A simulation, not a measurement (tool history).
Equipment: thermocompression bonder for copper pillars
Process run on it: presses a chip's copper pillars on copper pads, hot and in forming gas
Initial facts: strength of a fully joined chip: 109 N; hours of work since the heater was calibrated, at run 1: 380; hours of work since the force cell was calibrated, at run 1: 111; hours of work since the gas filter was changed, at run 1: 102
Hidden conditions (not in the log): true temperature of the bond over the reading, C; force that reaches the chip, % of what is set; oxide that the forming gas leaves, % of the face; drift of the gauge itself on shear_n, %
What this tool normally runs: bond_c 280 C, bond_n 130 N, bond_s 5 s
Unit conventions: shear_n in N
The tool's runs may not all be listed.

| run | hour | bond_c | bond_n | bond_s | hours of work since the heater was calibrated | hours of work since the force cell was calibrated | hours of work since the gas filter was changed | shear_n |
|---|---|---|---|---|---|---|---|---|
| 1 | 0.0 | 280 | 130 | 5 | 380 | 111 | 102 | 41.1 |
| 2 | 7.6 | 280 | 130 | 5 | 385 | 116 | 106 | 40.8 |
| 3 | 13.4 | 280 | 130 | 5 | 389 | 119 | 110 | 40.3 |
| 4 | 19.4 | 280 | 130 | 3 | 393 | 123 | 114 | 32.5 |
| 5 | 27.0 | 280 | 130 | 3 | 398 | 128 | 119 | 33.5 |
| 6 | 34.5 | 280 | 89 | 5 | 403 | 133 | 124 | 26.1 |
| 7 | 41.5 | 280 | 89 | 5 | 407 | 138 | 129 | 24.7 |
| 8 | 46.7 | 280 | 89 | 5 | 411 | 141 | 132 | 25.2 |
| 9 | 50.4 | 280 | 89 | 5 | 413 | 143 | 134 | 26.3 |
| 10 | 55.6 | 270 | 119 | 6 | 417 | 147 | 138 | 34.1 |
| 11 | 64.1 | 270 | 119 | 6 | 422 | 152 | 143 | 34.9 |
| 12 | 69.9 | 270 | 119 | 6 | 426 | 156 | 147 | 33.6 |
| 13 | 74.5 | 288 | 124 | 9 | 429 | 159 | 150 | 52.1 |
| 14 | 82.5 | 300 | 176 | 5 | 434 | 164 | 155 | 66.1 |
| 15 | 88.0 | 278 | 130 | 4 | 438 | 168 | 159 | 35.7 |
| 16 | 94.3 | 253 | 97 | 4 | 442 | 172 | 163 | 16.1 |
| 17 | 100.8 | 253 | 97 | 4 | 446 | 176 | 167 | 16.0 |
| 18 | 109.6 | 290 | 116 | 15 | 452 | 182 | 173 | 57.4 |

Measured less the same run without the tool's hidden state. The same run-to-run variation is in both; the gauge's scatter may not be:
| run | shear_n |
|---|---|
| 1 | -6.3 |
| 2 | -6.4 |
| 3 | -6.5 |
| 4 | -5.8 |
| 5 | -5.9 |
| 6 | -4.8 |
| 7 | -4.9 |
| 8 | -5.0 |
| 9 | -5.2 |
| 10 | -6.8 |
| 11 | -6.9 |
| 12 | -6.9 |
| 13 | -9.3 |
| 14 | -10.3 |
| 15 | -7.4 |
| 16 | -4.0 |
| 17 | -4.0 |
| 18 | -10.6 |
